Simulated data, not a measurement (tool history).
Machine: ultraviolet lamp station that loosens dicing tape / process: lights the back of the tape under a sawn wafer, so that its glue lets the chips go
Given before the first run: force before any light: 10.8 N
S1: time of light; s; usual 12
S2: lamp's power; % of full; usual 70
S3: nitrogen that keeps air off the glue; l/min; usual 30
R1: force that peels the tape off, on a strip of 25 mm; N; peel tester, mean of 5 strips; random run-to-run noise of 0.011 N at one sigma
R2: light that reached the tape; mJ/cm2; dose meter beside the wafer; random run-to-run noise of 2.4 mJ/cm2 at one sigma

run   hour  S1  S2  S3     R1   R2
  1      0  12  70  30  0.512  257
  2    8.2  12  70  30  0.535  255
  3   16.3  12  70  30  0.539  258
  4   27.9  12  89  30  0.345  331
  5   35.3  12  70  30  0.508  253
  6     41  10  70  30  0.766  221
  7     46  12  70  30  0.525  256
  8   55.5  12  70  30  0.524  253
  9   67.3  12  97  30  0.304  361
 10   72.3  12  97  16  0.452  358
 11   80.1  12  70  30  0.538  258
 12     88  12  70  30  0.514  257
 13   98.5  12  70  30  0.531  260
 14    106  12  70  10   1.38  253
 15  117.1  12  70  30  0.497  255
 16    126  12  70  30  0.495  256
 17  130.7  12  70  38  0.443  256
 18  138.1  12  94  30  0.315  348
 19  144.2  12  94  30  0.322  346
 20  151.4  12  90  30  0.336  333
 21    159  12  90  30  0.339  330
 22  169.7  12  90  30  0.329  335
 23  180.5  12  90  30  0.334  335
 24  189.9   9  73  12  1.736  199
 25  195.1   9  73  12  1.756  201
 26  199.9   9  73  12  1.786  202
 27  210.6  12  68  32  0.511  251
 28    219  12  90  20   0.44  332
 29    225   9  82  23  0.849  226
 30    236   9  98  53  0.332  270
 31  244.2   9  98  53  0.336  267
 32  255.8  17  70   9  0.705  367
 33  265.9  11  70   9  1.691  240
 34  271.8  12  60  50  0.492  220
 35  279.2  12  60  50  0.486  223
 36    288  10  84  41  0.431  255
 37  297.2  12  81  30    0.4  299
 38  303.9  22  86  30  0.238  583
 39  312.8  22  71  33  0.239  480
 40  321.1   8  81  57  0.536  195
 41  327.7   8  81  57  0.534  199
 42  338.7   8  80  11  1.996  198
 43  349.6  12  70  43  0.404  257

Predict each of these 3 candidate next runs independently; none follows another, all start after run 43:
  A  355.1   8  99  41   ?   ?
  B  355.1   9  96  21   ?   ?
  C  355.1   9  70  19   ?   ?

run     R1   R2
  A  0.449  240
  B  0.689  265
  C  1.374  195
With no hidden state in the tool, these same runs would have given:
run     R1   R2
  A  0.447  240
  B  0.685  265
  C  1.368  196
